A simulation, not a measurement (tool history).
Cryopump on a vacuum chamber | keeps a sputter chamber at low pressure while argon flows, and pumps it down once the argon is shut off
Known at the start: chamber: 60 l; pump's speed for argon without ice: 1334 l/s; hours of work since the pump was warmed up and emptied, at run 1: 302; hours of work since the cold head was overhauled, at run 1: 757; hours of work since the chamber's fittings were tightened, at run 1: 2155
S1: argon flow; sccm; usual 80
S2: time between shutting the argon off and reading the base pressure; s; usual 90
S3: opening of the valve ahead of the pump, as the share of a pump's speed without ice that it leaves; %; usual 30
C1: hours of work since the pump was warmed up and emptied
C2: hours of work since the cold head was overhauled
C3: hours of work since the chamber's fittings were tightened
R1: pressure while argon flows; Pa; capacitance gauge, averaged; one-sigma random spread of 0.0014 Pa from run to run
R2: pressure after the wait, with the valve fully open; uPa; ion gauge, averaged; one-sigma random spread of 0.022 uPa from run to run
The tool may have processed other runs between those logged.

run	hour	S1	S2	S3	C1	C2	C3	R1	R2
1	0.0	80	90	30	302	757	2155	0.3514	1.50
2	15.5	80	90	30	316	770	2168	0.3538	1.55
3	35.3	146	90	30	333	788	2186	0.6477	1.56
4	48.2	146	90	30	345	799	2197	0.6508	1.50
5	71.0	146	90	30	365	819	2217	0.6521	1.55
6	92.4	146	90	30	384	838	2236	0.6535	1.57
7	115.9	146	90	30	404	859	2257	0.6540	1.60
8	130.0	146	90	30	417	871	2269	0.6570	1.62
# hour 138.8: pump warmed up, emptied and cooled again
9	151.2	80	90	30	11	885	2283	0.3416	1.44
10	163.9	80	90	30	22	897	2295	0.3412	1.46
11	179.9	49	66	21	36	911	2309	0.2974	1.59
12	206.5	129	89	30	60	934	2332	0.5523	1.52
13	232.6	57	140	15	82	957	2355	0.4860	1.38
14	260.2	74	25	16	107	981	2379	0.5921	2.72
15	277.8	62	90	25	122	997	2395	0.3206	1.51
16	298.1	50	90	25	140	1015	2413	0.2591	1.56
17	321.8	40	244	23	161	1035	2433	0.2231	1.27
18	336.5	40	244	23	174	1048	2446	0.2248	1.23

Predict each of these 3 candidate next runs independently; none follows another, all start after run 18:
A	353.8	80	90	38	189	1064	2462	?	?
B	353.8	37	90	30	189	1064	2462	?	?
C	353.8	158	90	48	189	1064	2462	?	?

run	R1	R2
A	0.2770	1.54
B	0.1608	1.57
C	0.4345	1.59
With no hidden state in the tool, these same runs would have given:
run	R1	R2
A	0.2679	0.65
B	0.1566	0.69
C	0.4165	0.69
